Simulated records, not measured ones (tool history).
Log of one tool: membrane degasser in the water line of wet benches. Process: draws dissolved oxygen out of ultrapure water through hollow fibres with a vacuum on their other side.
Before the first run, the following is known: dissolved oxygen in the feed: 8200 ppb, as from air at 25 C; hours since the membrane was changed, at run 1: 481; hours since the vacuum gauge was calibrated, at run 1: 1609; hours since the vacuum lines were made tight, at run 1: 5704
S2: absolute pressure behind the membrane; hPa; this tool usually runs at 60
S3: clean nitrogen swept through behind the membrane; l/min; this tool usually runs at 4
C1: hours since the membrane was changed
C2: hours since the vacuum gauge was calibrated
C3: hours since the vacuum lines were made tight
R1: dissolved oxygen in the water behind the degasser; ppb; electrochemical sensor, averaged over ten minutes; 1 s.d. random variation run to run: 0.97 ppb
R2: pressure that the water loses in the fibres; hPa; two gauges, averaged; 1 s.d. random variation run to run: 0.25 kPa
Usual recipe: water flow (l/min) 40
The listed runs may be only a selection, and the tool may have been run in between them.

{"run": 1, "day": 0.0, "water flow (l/min)": 40, "S2": 60, "S3": 4, "C1": 481, "C2": 1609, "C3": 5704, "R1": 92.4, "R2": 681.5}
{"run": 2, "day": 6.45, "water flow (l/min)": 40, "S2": 60, "S3": 4, "C1": 636, "C2": 1764, "C3": 5858, "R1": 92.4, "R2": 678.9}
{"run": 3, "day": 12.138, "water flow (l/min)": 40, "S2": 60, "S3": 4, "C1": 772, "C2": 1900, "C3": 5995, "R1": 94.2, "R2": 684.9}
{"run": 4, "day": 18.121, "water flow (l/min)": 40, "S2": 60, "S3": 4, "C1": 916, "C2": 2044, "C3": 6138, "R1": 94.6, "R2": 680.5}
{"run": 5, "day": 23.579, "water flow (l/min)": 40, "S2": 60, "S3": 4, "C1": 1047, "C2": 2175, "C3": 6270, "R1": 94, "R2": 676.3}
{"run": 6, "day": 30.517, "water flow (l/min)": 40, "S2": 60, "S3": 3.45, "C1": 1213, "C2": 2341, "C3": 6436, "R1": 103.9, "R2": 681.1}
{"day": 30.908, "done": "vacuum gauge calibrated"}
{"run": 7, "day": 34.525, "water flow (l/min)": 40, "S2": 60, "S3": 3.66, "C1": 1309, "C2": 87, "C3": 6532, "R1": 101.5, "R2": 678.4}
{"run": 8, "day": 37.746, "water flow (l/min)": 62, "S2": 60, "S3": 4, "C1": 1386, "C2": 164, "C3": 6609, "R1": 174.6, "R2": 1061.6}
{"day": 44.012, "done": "vacuum gauge calibrated, once more"}
{"run": 9, "day": 44.012, "water flow (l/min)": 40, "S2": 60, "S3": 1.85, "C1": 1536, "C2": 0, "C3": 6759, "R1": 161.1, "R2": 682.5}
{"run": 10, "day": 48.912, "water flow (l/min)": 50, "S2": 38.8, "S3": 3.31, "C1": 1654, "C2": 118, "C3": 6876, "R1": 72, "R2": 855.2}
{"run": 11, "day": 55.571, "water flow (l/min)": 58, "S2": 68.6, "S3": 10.98, "C1": 1813, "C2": 277, "C3": 7036, "R1": 115.9, "R2": 985.8}
{"run": 12, "day": 62.021, "water flow (l/min)": 60, "S2": 43.5, "S3": 4, "C1": 1968, "C2": 432, "C3": 7191, "R1": 114.9, "R2": 1024.7}
{"run": 13, "day": 66.496, "water flow (l/min)": 60, "S2": 106, "S3": 10.03, "C1": 2076, "C2": 540, "C3": 7299, "R1": 178, "R2": 1021.6}

Across each entry between runs, compare the hidden state at the last listed run before it with the hidden state at the first listed run after it:
Between runs 6 and 7: vacuum gauge calibrated (day 30.908)
  true pressure behind the membrane over the reading, kPa: 0.05 -> 0.06; air that leaks in behind the membrane, l/min: 0.007 -> 0.0071
  measured minus no-state result, R1: +2.2 -> +2.7 ppb; R2: +3.3 -> +3.5 hPa
Between runs 8 and 9: vacuum gauge calibrated, once more (day 44.012)
  true pressure behind the membrane over the reading, kPa: 0.06 -> 0; air that leaks in behind the membrane, l/min: 0.0072 -> 0.0073
  measured minus no-state result, R1: +4.3 -> +1.3 ppb; R2: +5.8 -> +4.2 hPa
